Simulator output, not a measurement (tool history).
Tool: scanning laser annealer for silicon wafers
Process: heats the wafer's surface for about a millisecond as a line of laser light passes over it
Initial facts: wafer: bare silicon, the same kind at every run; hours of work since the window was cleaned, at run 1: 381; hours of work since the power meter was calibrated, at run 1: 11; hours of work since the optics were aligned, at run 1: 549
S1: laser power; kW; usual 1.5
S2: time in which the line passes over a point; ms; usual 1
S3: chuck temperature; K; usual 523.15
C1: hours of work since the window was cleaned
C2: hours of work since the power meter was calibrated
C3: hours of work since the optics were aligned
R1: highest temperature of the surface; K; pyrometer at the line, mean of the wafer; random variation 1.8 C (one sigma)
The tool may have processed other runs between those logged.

| run | hour | S1 | S2 | S3 | C1 | C2 | C3 | R1 |
|---|---|---|---|---|---|---|---|---|
| 1 | 0 | 1.5 | 1 | 523.15 | 381 | 11 | 549 | 1191.15 |
| 2 | 30 | 1.5 | 1 | 523.15 | 394 | 24 | 563 | 1195.15 |
| 3 | 53.8 | 1.5 | 1.03 | 523.15 | 405 | 34 | 573 | 1201.15 |
| 4 | 77.1 | 1.5 | 1.03 | 523.15 | 415 | 45 | 583 | 1203.15 |
| 5 | 91.7 | 1.5 | 0.93 | 523.15 | 421 | 51 | 589 | 1161.15 |
| 6 | 109.8 | 1.5 | 1 | 528.15 | 429 | 59 | 597 | 1192.15 |
| 7 | 132.4 | 1.435 | 1 | 528.15 | 439 | 69 | 607 | 1155.15 |
| 8 | 145.5 | 1.435 | 1 | 528.15 | 445 | 75 | 613 | 1156.15 |
| 9 | 172.5 | 1.435 | 1 | 528.15 | 456 | 86 | 625 | 1156.15 |
| 10 | 197.1 | 1.443 | 1 | 523.15 | 467 | 97 | 635 | 1151.15 |
|  | 225.3 | window over the wafer cleaned |
| 11 | 227.5 | 1.443 | 1 | 523.15 | 1 | 109 | 648 | 1192.15 |
| 12 | 256.8 | 1.5 | 1 | 523.15 | 14 | 122 | 661 | 1221.15 |
| 13 | 286.5 | 1.362 | 1 | 523.15 | 27 | 135 | 674 | 1144.15 |
| 14 | 307.6 | 1.362 | 1 | 523.15 | 36 | 144 | 683 | 1143.15 |
| 15 | 329.7 | 1.5 | 1 | 523.15 | 46 | 154 | 693 | 1219.15 |
| 16 | 359.5 | 1.5 | 1 | 494.15 | 59 | 167 | 706 | 1190.15 |
| 17 | 388.8 | 1.538 | 0.99 | 523.15 | 71 | 180 | 718 | 1233.15 |
| 18 | 403.6 | 1.538 | 0.72 | 523.15 | 78 | 186 | 725 | 1109.15 |
| 19 | 424.9 | 1.538 | 0.72 | 523.15 | 87 | 196 | 734 | 1106.15 |
| 20 | 452.6 | 1.538 | 1.1 | 512.15 | 99 | 208 | 746 | 1266.15 |
| 21 | 468.6 | 1.374 | 1 | 538.15 | 106 | 215 | 753 | 1156.15 |
| 22 | 484 | 1.374 | 1 | 548.15 | 113 | 221 | 760 | 1169.15 |
| 23 | 508.1 | 1.374 | 1 | 548.15 | 124 | 232 | 770 | 1168.15 |
| 24 | 540.7 | 1.374 | 1 | 548.15 | 138 | 246 | 785 | 1166.15 |
| 25 | 554.5 | 1.481 | 0.86 | 550.15 | 144 | 252 | 791 | 1171.15 |
| 26 | 574.1 | 1.481 | 0.83 | 515.15 | 152 | 261 | 799 | 1119.15 |
| 27 | 604.5 | 1.495 | 0.72 | 518.15 | 166 | 274 | 812 | 1076.15 |
| 28 | 618.9 | 1.495 | 0.72 | 518.15 | 172 | 280 | 819 | 1078.15 |
| 29 | 634.4 | 1.348 | 0.86 | 528.15 | 179 | 287 | 826 | 1081.15 |
| 30 | 655.8 | 1.295 | 0.76 | 528.15 | 188 | 296 | 835 | 1018.15 |
| 31 | 674.5 | 1.5 | 1 | 560.15 | 196 | 305 | 843 | 1241.15 |
| 32 | 707.3 | 1.5 | 0.97 | 485.15 | 210 | 319 | 857 | 1152.15 |

Here are 3 independent what-if runs from the current tool condition. What would each one return?
| A | 737.1 | 1.542 | 1.05 | 534.15 | 223 | 332 | 870 | ? |
| B | 737.1 | 1.5 | 0.97 | 517.15 | 223 | 332 | 870 | ? |
| C | 737.1 | 1.405 | 0.74 | 523.15 | 223 | 332 | 870 | ? |

| run | R1 |
|---|---|
| A | 1252.15 |
| B | 1181.15 |
| C | 1045.15 |
Stripped of hidden state, with their random variation kept, the same runs would have yielded:
| run | R1 |
|---|---|
| A | 1293.15 |
| B | 1218.15 |
| C | 1075.15 |
